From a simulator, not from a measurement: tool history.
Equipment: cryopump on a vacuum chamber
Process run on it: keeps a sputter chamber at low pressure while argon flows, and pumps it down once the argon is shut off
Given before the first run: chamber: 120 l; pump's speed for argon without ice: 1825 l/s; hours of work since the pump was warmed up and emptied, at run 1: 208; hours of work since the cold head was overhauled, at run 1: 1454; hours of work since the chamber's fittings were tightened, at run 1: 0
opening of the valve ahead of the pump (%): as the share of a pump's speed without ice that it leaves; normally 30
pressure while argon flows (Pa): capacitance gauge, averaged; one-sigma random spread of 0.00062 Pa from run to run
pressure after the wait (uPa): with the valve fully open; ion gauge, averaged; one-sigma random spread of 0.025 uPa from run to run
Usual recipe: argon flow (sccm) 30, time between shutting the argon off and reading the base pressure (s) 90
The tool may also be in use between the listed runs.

| run | hour | argon flow (sccm) | time between shutting the argon off and reading the base pressure (s) | opening of the valve ahead of the pump (%) | hours of work since the pump was warmed up and emptied | hours of work since the cold head was overhauled | hours of work since the chamber's fittings were tightened | pressure while argon flows (Pa) | pressure after the wait (uPa) |
|---|---|---|---|---|---|---|---|---|---|
| 1 | 0.0 | 30 | 90 | 30 | 208 | 1454 | 0 | 0.0949 | 1.10 |
| 2 | 71.2 | 30 | 90 | 30 | 267 | 1513 | 59 | 0.0936 | 1.11 |
| 3 | 127.0 | 30 | 90 | 30 | 313 | 1559 | 105 | 0.0945 | 1.19 |
| 4 | 197.8 | 30 | 90 | 30 | 372 | 1618 | 164 | 0.0944 | 1.24 |
| 5 | 235.5 | 30 | 90 | 30 | 403 | 1649 | 195 | 0.0940 | 1.25 |
| 6 | 292.5 | 30 | 90 | 53 | 450 | 1696 | 242 | 0.0564 | 1.31 |
| 7 | 327.6 | 30 | 93 | 53 | 479 | 1725 | 271 | 0.0558 | 1.34 |
| 8 | 394.4 | 30 | 93 | 48 | 535 | 1780 | 326 | 0.0623 | 1.39 |
| 9 | 460.4 | 30 | 93 | 48 | 589 | 1835 | 381 | 0.0608 | 1.47 |
| 10 | 499.4 | 30 | 93 | 48 | 621 | 1867 | 413 | 0.0621 | 1.50 |
| 11 | 561.3 | 30 | 93 | 48 | 673 | 1918 | 464 | 0.0611 | 1.57 |
| 12 | 612.6 | 30 | 196 | 30 | 715 | 1961 | 507 | 0.0966 | 1.22 |
| 13 | 666.2 | 30 | 59 | 30 | 759 | 2005 | 551 | 0.0982 | 2.15 |
| 14 | 713.0 | 30 | 78 | 30 | 798 | 2044 | 590 | 0.0972 | 1.93 |
| 15 | 785.8 | 48 | 25 | 30 | 858 | 2104 | 650 | 0.1571 | 4.15 |
| 16 | 849.2 | 48 | 25 | 30 | 911 | 2156 | 702 | 0.1588 | 4.09 |
| 17 | 902.8 | 43 | 110 | 20 | 955 | 2201 | 747 | 0.2078 | 1.83 |
| 18 | 952.4 | 43 | 110 | 20 | 996 | 2242 | 788 | 0.2082 | 1.89 |
| 19 | 1013.2 | 45 | 27 | 50 | 1046 | 2292 | 838 | 0.0945 | 4.18 |
| 20 | 1072.7 | 34 | 21 | 20 | 1096 | 2341 | 887 | 0.1654 | 5.20 |
| 21 | 1103.0 | 34 | 21 | 20 | 1121 | 2366 | 912 | 0.1653 | 5.12 |
| 22 | 1166.0 | 25 | 29 | 16 | 1173 | 2418 | 964 | 0.1517 | 4.08 |
|  | 1205.2 | pump warmed up, emptied and cooled again |
| 23 | 1213.6 | 25 | 29 | 16 | 7 | 2454 | 1000 | 0.1458 | 3.86 |
| 24 | 1282.3 | 25 | 29 | 16 | 64 | 2510 | 1056 | 0.1456 | 4.02 |
| 25 | 1350.7 | 25 | 29 | 16 | 120 | 2567 | 1113 | 0.1458 | 3.95 |

For each entry between runs, how does the tool's hidden state at the last listed run before it compare with that at the first listed run after it?
Logged between run 22 and run 23: pump warmed up, emptied and cooled again (hour 1205.2)
  pump's speed, % of a pump's without ice: 79.4 -> 99.7; cold plate's temperature, K: 12.89 -> 12.9; leak into the chamber, uPa l/s: 1995 -> 2056
  what was measured, less what the result would be without the hidden state, pressure while argon flows (Pa): +0.0065 -> +0.0005; pressure after the wait (uPa): +1.23 -> +0.98

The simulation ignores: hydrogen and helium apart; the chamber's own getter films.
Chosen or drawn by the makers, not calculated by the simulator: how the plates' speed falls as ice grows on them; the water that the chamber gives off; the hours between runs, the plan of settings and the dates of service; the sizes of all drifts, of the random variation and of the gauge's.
